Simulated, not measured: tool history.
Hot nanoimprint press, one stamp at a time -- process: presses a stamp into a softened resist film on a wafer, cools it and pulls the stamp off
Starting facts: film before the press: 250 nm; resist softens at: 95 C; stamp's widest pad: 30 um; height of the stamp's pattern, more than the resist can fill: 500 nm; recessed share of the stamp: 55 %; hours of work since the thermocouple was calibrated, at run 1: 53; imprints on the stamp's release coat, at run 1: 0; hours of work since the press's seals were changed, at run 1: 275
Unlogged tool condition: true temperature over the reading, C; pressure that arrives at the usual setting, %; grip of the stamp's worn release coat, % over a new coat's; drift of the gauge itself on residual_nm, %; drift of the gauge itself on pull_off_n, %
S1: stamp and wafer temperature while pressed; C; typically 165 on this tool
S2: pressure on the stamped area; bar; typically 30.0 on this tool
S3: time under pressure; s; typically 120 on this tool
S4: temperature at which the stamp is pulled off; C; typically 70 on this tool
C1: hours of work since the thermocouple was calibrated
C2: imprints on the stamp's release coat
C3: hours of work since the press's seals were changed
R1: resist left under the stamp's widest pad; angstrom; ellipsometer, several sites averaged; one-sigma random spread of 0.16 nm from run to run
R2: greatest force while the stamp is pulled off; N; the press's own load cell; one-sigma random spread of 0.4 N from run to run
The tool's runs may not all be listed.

run    hour   S1    S2   S3  S4   C1   C2    C3    R1     R2
  1     0.0  165  30.0  120  70   53    0   275  1330  106.8
  2    32.3  165  30.0  120  70   73   66   294  1331  105.9
  3    83.9  165  30.0  120  70  103  172   325  1325  106.3
  4   110.8  165  30.0  120  75  119  227   341  1330   97.9
  5   158.1  165  30.0  120  69  147  323   369  1326  108.0
  6   215.5  165  30.0  120  70  181  440   403  1330  106.2
  7   244.3  165  30.0  120  70  198  499   420  1330  106.6
  8   277.4  165  30.0  120  70  218  567   439  1327  106.1
      311.3  -- stamp cleaned and given a new release coat
  9   311.3  165  30.0  120  70  235    0   456  1326  106.8
      341.4  -- plate thermocouple calibrated
 10   351.8  165  30.0  120  70    6   76   478  1329  106.1
 11   386.5  165  30.0  120  70   27  147   499  1330  106.3
 12   449.6  165  30.0  120  70   64  276   536  1328  105.9
 13   512.4  165  30.0   75  70  101  404   574  1520  106.0
 14   571.9  165  30.0   75  70  137  526   609  1520  106.0
      624.9  -- stamp cleaned and given a new release coat
 15   641.5  155  30.0  120  70  175   34   647  1762  107.0
 16   701.2  165  38.2  102  70  210  156   682  1226  106.0
 17   749.7  159  38.0  210  61  239  255   711  1191  120.7
      773.7  -- plate thermocouple calibrated
 18   806.1  173  30.0  120  70   19  364   743  1051  106.2
 19   852.9  173  30.0  120  70   47  460   770  1051  106.5
 20   892.1  173  30.0   66  70   70  540   794  1273  106.6
      942.7  -- stamp cleaned and given a new release coat
 21   956.4  173  30.0   66  70  105   28   828  1274  106.4
 22   998.0  173  30.0   66  70  130  113   853  1274  105.8
 23  1034.3  162  32.5   65  64  151  187   874  1646  116.1
 24  1078.7  162  32.5   65  64  177  277   901  1651  115.5
 25  1114.0  163  32.5   65  66  198  349   922  1605  112.8
 26  1166.6  163  32.5   65  66  230  457   953  1604  112.9
     1206.6  -- plate thermocouple calibrated
 27  1222.3  163  32.5   65  66    9  564   984  1605  112.8
     1258.8  -- stamp cleaned and given a new release coat
 28  1277.4  163  32.5   85  75   38   38  1013  1496   97.6
 29  1320.2  163  32.5   85  75   64  125  1039  1495   97.9

Alternative continuations, all from the tool just after run 29; predict every row:
  A  1371.5  163  37.4   64  57  94  230  1069   ?   ?
  B  1371.5  165  31.4  204  70  94  230  1069   ?   ?
  C  1371.5  163  32.5  102  75  94  230  1069   ?   ?

run    R1     R2
  A  1514  127.7
  B  1097  106.7
  C  1418   98.0
The same runs, with their run-to-run variation unchanged, on a tool lacking any hidden condition would have given:
run    R1     R2
  A  1513  127.7
  B  1096  106.6
  C  1418   98.0
